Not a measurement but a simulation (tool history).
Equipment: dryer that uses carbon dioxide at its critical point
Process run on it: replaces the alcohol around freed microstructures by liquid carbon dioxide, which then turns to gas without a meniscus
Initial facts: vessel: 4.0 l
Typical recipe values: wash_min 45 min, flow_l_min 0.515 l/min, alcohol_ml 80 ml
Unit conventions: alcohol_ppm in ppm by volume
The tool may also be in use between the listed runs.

run	hour	wash_min	flow_l_min	alcohol_ml	alcohol_ppm
1	0	45	0.515	80	199
2	7	45	0.515	42	117
3	16.9	45	0.515	42	111
4	25	45	0.515	42	106
5	33.5	45	0.515	42	110
6	38.6	45	0.515	42	113
7	45.1	45	0.635	79	72
8	52.8	45	0.635	79	75
9	57.6	45	0.635	79	80
10	65.5	44	0.768	78	34
11	71.3	44	0.837	78	23

What if the next run were any one of these 4? Each begins from the tool's condition after run 11:
A	78.5	63	0.837	30	?
B	78.5	42	0.515	80	?
C	78.5	29	0.515	80	?
D	78.5	44	0.41	78	?

run	alcohol_ppm
A	17
B	280
C	1063
D	545
Take away the tool's hidden state, keep each run's random variation, and the runs would have read:
run	alcohol_ppm
A	9
B	166
C	753
D	356

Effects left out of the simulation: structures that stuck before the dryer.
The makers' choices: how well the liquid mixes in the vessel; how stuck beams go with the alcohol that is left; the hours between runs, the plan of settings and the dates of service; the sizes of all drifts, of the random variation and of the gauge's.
